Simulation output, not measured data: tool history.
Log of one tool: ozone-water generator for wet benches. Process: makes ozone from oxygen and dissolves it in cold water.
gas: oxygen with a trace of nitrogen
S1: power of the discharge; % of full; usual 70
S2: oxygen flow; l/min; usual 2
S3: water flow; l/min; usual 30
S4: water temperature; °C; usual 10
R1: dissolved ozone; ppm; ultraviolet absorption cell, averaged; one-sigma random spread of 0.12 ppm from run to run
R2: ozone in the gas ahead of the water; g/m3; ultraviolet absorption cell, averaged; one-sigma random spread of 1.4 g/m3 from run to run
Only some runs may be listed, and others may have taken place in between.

run	hour	S1	S2	S3	S4	R1	R2
1	0	70	2	30	10	10.2	261.5
2	63.3	70	2	30	10	10.4	264.7
3	145.5	70	2	30	10	10.2	265
4	203.7	70	2	30	8	10.3	261.3
5	259.3	70	2	30	8	10.4	264.7
6	324.5	70	2	30	8	10.3	264
7	388.4	70	2	30	8	10.2	263.6
8	495.2	70	2	30	8	10.4	261
9	579.7	70	2	30	8	10.4	264.6
10	640.1	70	2	30	8	10.4	266.2
11	727.1	70	2	30	8	10.5	261.7
12	792.9	70	2	30	8	10	264.4
13	898.5	70	2	30	8	10	262.6
14	1010.1	70	2	30	8	9.8	260.6
15	1116	70	2	30	8	9.9	262.5
16	1244.8	70	2	30	8	9.7	260.5
17	1307.8	70	2	30	8	9.8	260.1
18	1409.4	70	2	30	8	10.7	261.1
19	1504.6	70	2	30	8	11	261.4
20	1574.4	70	2	30	8	11	260.9
21	1652.7	70	2	30	8	10.7	259.6
22	1752.2	70	2	32	16	9.6	260
23	1866.9	70	1.62	20	6	15.1	287.5
24	1986.9	80	2	41	8	8.5	287.7
25	2076.8	64	2.57	45	10	7.3	217
26	2203.3	64	2.57	18	10	18	219
27	2288.8	43	2	30	12	7.4	180.4
28	2366.1	73	3.25	43	9	9.3	215.7
29	2433.2	70	3.14	24	8	16	212.2
30	2497.2	57	2.13	18	6	15.7	215.7
31	2591	57	2.13	18	6	15.9	213.5
32	2657.7	50	2.13	18	7	14.1	195.4

Withheld: 2 entries from between the runs. Position of each, and hidden state at the listed run before versus the listed run after:
Runs 11 to 12: contactor cleaned (hour 738.1)
  yield of the discharge, % of new electrodes': 99.8 -> 99.7; contactor's efficiency, % of a clean one's: 87.9 -> 83; true water temperature over the reading, C: 0.22 -> 0.23
  measured result minus the result with no hidden state, R1: -0.7 -> -1 ppm; R2: -0.6 -> -0.7 g/m3
Runs 17 to 18: contactor cleaned, once more (hour 1363)
  yield of the discharge, % of new electrodes': 99.2 -> 99.1; contactor's efficiency, % of a clean one's: 82.4 -> 99
  measured result minus the result with no hidden state, R1: -1.2 -> -0.1 ppm; R2: -2 -> -2.3 g/m3

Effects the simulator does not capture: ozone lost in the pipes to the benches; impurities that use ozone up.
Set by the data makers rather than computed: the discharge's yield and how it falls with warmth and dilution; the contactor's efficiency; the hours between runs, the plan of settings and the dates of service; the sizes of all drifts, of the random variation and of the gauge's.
